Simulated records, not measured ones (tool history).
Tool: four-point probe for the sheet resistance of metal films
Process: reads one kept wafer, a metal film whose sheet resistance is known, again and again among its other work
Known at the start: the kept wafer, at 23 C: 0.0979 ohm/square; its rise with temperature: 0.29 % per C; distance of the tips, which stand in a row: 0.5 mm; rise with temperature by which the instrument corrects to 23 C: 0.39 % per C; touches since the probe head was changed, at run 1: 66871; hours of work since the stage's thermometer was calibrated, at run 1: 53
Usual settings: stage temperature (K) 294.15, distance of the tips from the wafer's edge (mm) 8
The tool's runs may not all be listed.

run    hour  stage temperature (K)  distance of the tips from the wafer's edge (mm)  touches since the probe head was changed  hours of work since the stage's thermometer was calibrated  sheet resistance as the instrument gives it (ohm/square)
  1     0.0                 294.15                                                8                                     66871                                                          53                                                  0.097372
  2    63.1                 294.15                                                8                                     69920                                                          99                                                  0.097360
  3   121.5                 294.15                                                8                                     72743                                                         142                                                  0.097349
  4   159.4                 294.15                                                8                                     74577                                                         169                                                  0.097348
  5   194.7                 298.15                                                8                                     76284                                                         195                                                  0.096945
  6   262.9                 298.15                                                8                                     79579                                                         245                                                  0.096901
  7   324.6                 298.15                                                8                                     82560                                                         289                                                  0.096928
  8   361.5                 298.15                                                8                                     84344                                                         316                                                  0.096900
  9   405.3                 298.15                                                8                                     86460                                                         348                                                  0.096853
 10   449.4                 291.15                                                8                                     88594                                                         380                                                  0.097544
 11   511.4                 293.15                                                8                                     91589                                                         425                                                  0.097326
 12   571.7                 293.15                                                8                                     94506                                                         469                                                  0.097286
 13   620.5                 294.15                                               31                                     96864                                                         504                                                  0.097045
      671.5  -- new probe head fitted
 14   673.3                 299.15                                                8                                        87                                                         542                                                  0.097472
 15   745.8                 299.15                                                8                                      3588                                                         595                                                  0.097420
 16   784.6                 299.15                                                8                                      5467                                                         623                                                  0.097399
 17   844.5                 294.15                                                8                                      8359                                                         666                                                  0.097909
 18   904.2                 294.15                                               11                                     11248                                                         710                                                  0.097768
 19   961.4                 294.15                                               11                                     14009                                                         751                                                  0.097727
 20  1008.0                 292.15                                                8                                     16263                                                         785                                                  0.098047
 21  1044.3                 294.15                                               12                                     18019                                                         812                                                  0.097695
 22  1099.6                 294.15                                                8                                     20690                                                         852                                                  0.097837
 23  1172.0                 300.15                                                8                                     24191                                                         904                                                  0.097186
 24  1235.3                 302.15                                               48                                     27252                                                         950                                                  0.096750
 25  1299.3                 294.15                                                9                                     30347                                                         997                                                  0.097722
 26  1347.0                 294.15                                                9                                     32648                                                        1032                                                  0.097683
 27  1395.7                 300.15                                                8                                     35004                                                        1067                                                  0.097149
 28  1464.7                 300.15                                                8                                     38337                                                        1117                                                  0.097074
 29  1503.2                 305.15                                               70                                     40198                                                        1145                                                  0.096395
 30  1542.2                 292.15                                               27                                     42087                                                        1173                                                  0.097702
     1589.6  -- stage's thermometer calibrated
 31  1617.2                 306.15                                                8                                     45685                                                          20                                                  0.096616
 32  1675.0                 300.15                                                4                                     48481                                                          62                                                  0.097828
 33  1740.3                 300.15                                                4                                     51638                                                         110                                                  0.097788
 34  1813.1                 294.15                                               26                                     55155                                                         162                                                  0.097550
 35  1851.4                 294.15                                               47                                     57007                                                         190                                                  0.097525
 36  1889.6                 292.15                                               50                                     58851                                                         218                                                  0.097715
 37  1935.9                 292.15                                               50                                     61091                                                         252                                                  0.097681
 38  2001.8                 292.15                                               31                                     64275                                                         299                                                  0.097643
 39  2035.3                 292.15                                               31                                     65896                                                         324                                                  0.097666
 40  2103.4                 292.15                                               31                                     69185                                                         373                                                  0.097673
 41  2173.1                 292.15                                               31                                     72555                                                         424                                                  0.097632
 42  2245.4                 296.15                                               11                                     76053                                                         477                                                  0.097252
 43  2301.3                 296.15                                               23                                     78753                                                         517                                                  0.097186
 44  2357.0                 298.15                                               60                                     81447                                                         558                                                  0.096933
 45  2400.8                 298.15                                               60                                     83564                                                         589                                                  0.096952
 46  2460.9                 302.15                                               59                                     86466                                                         633                                                  0.096549

3 ways to go on from here, each from the tool as it stands after run 46. What would each give?
  A  2499.3                 305.15                                               12                                     88322                                                         661                                                         ?
  B  2499.3                 296.15                                               48                                     88322                                                         661                                                         ?
  C  2499.3                 294.15                                               46                                     88322                                                         661                                                         ?

run  sheet resistance as the instrument gives it (ohm/square)
  A                                                  0.096309
  B                                                  0.097105
  C                                                  0.097270
Without the tool's hidden state the same runs would have given:
run  sheet resistance as the instrument gives it (ohm/square)
  A                                                  0.097119
  B                                                  0.097923
  C                                                  0.098090

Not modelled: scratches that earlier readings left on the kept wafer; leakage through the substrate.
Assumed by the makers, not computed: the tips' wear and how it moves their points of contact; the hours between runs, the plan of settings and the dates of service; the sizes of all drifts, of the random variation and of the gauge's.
